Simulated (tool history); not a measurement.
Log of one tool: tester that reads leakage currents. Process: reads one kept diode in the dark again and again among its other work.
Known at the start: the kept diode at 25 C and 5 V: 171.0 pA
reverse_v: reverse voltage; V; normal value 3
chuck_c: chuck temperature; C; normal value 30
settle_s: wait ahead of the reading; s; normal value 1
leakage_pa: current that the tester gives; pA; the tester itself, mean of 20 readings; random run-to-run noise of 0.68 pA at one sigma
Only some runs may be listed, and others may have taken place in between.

run    hour  reverse_v  chuck_c  settle_s  leakage_pa
  1       0          3       30         1      226.04
  2   114.9       2.16       30         1      197.63
  3   253.9       2.16       30         1      197.65
  4   352.1       2.16       30         1      196.78
  5   491.6       2.16       30         1      198.51
  6     641      18.11       30         1       466.5
  7   793.6      18.11       30         1      464.05
  8   884.5        1.2       30         1      156.39
  9   952.3          3       30         1      225.28
 10    1077          3       30         1       225.8
 11  1170.4          3       30         1      225.22
 12  1295.2          3       30         1      225.01
     1337.5  -- chuck's temperature calibrated
       1385  -- probe card cleaned and baked
 13    1385          3       30         1      225.94
 14  1527.4          3       30         1      226.13
 15  1593.4          3       21      0.67       95.25
 16  1710.9          3       21      0.67       94.42
 17  1784.1        3.4       27      0.67      178.61
 18  1861.5       7.47       30      0.56      328.51
 19  1986.2       1.28       22      0.35        74.5
 20  2117.1       4.69       44      2.63      947.78
 21  2238.6       4.69       44      2.63      948.08
 22  2308.1       2.19       25         1      124.61
 23  2458.6          3       52         1     1553.37
 24  2527.6       5.72       42      9.82       863.5
 25  2676.9        5.9       42      2.56       871.5
 26  2795.4        5.9       42      2.56      877.05
 27  2927.4       1.02       30         1      146.87
 28    3073       6.81       50      9.14     1822.73

Predict each of these 5 candidate next runs independently; none follows another, all start after run 28:
  A  3201.1       8.75       39      4.75           ?
  B  3201.1       5.34       49       0.6           ?
  C  3201.1      13.06       28      9.14           ?
  D  3201.1      17.79       50      6.86           ?
  E  3201.1       6.81       50      1.89           ?

run  leakage_pa
  A      787.28
  B     1534.73
  C      335.49
  D     2683.94
  E     1821.83
Had the tool no hidden state, the same runs would have come out as:
run  leakage_pa
  A      786.41
  B     1533.23
  C      335.02
  D     2681.26
  E     1820.05

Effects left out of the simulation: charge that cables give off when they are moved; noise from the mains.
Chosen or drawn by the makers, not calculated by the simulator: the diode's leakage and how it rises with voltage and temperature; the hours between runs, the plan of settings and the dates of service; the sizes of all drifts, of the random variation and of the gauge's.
